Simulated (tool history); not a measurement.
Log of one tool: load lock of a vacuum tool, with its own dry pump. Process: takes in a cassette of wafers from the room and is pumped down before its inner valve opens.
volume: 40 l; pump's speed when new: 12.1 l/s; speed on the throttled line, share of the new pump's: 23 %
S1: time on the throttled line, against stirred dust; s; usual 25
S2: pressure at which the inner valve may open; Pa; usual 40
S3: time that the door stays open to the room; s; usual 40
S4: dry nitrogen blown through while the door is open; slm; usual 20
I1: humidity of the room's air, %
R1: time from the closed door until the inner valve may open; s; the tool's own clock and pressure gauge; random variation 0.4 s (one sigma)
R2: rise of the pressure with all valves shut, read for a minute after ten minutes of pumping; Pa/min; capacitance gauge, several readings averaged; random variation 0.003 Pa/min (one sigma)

run    hour  S1  S2   S3  S4    I1    R1     R2
  1       0  25  40   40  20  45.1  46.4  0.148
  2   138.7  25  40   40  20  47.4  46.1  0.147
  3   264.7  25  40   40  20  41.5  45.5  0.148
  4     398  25  40   40  20  41.9  46.2  0.156
  5   561.5  25  40  221  20  45.1  45.6  0.211
  6   640.8  25  40   40  20  44.7  46.6  0.157
  7   798.1  25  40  141  20  44.1  46.1  0.187
  8   906.6  25  40   63  20    46  46.3  0.172
  9  1019.9  25  40   63  20  42.6  46.4  0.173
 10  1149.4  25  40   63  20  46.3  46.2  0.179
 11  1270.7  25  40   63  20  45.3    46  0.177
 12  1388.1  25  40   63  20  45.1  46.2  0.176
 13  1491.8  25  40   40  19  48.2    47  0.176
 14  1592.6  25  40   40  19    49  46.3  0.175
 15  1679.4  25  46   40  20  44.9  45.7  0.184
 16  1812.8  25  46   40  20  42.2  46.1  0.178
 17  1898.2  25  46   40  20  43.3  46.5  0.179
 18  2050.7  25  46   40  20  43.9  45.7  0.185
 19    2197  25  40   40  20  47.4  46.1  0.197
 20  2328.1  25  40   55   6  47.1  47.5  0.214
 21  2481.8  25  40   34  33  48.4  46.5  0.191
 22  2553.7  25  40   34  33    46    46  0.183
 23    2670  25  58   80  32  48.5  45.7  0.205
 24  2753.6  22  40   40  20  44.9  44.2  0.201
 25  2863.1  43  46   73  15  45.3  60.1  0.219
 26  2978.2  43  46   73  15    47    60  0.219
 27    3138  25  45   40  18  44.1  46.1  0.212
 28  3299.9  25  45   40  18  44.8  46.5  0.208
 29  3422.7  25  45   40   5    43  46.6   0.23
 30  3564.5  20  33  235  27  44.2  44.3  0.249
 31  3673.9  25  45   44  20  40.3  46.3  0.215

Run 32 comes next. What will it give?
 32  3753.2  25  45  44  20  46.8   ?   ?

R1: 46.2 s
R2: 0.225 Pa/min
Without the tool's hidden state the same run would have given R1 44.6 s, R2 0.031 Pa/min.
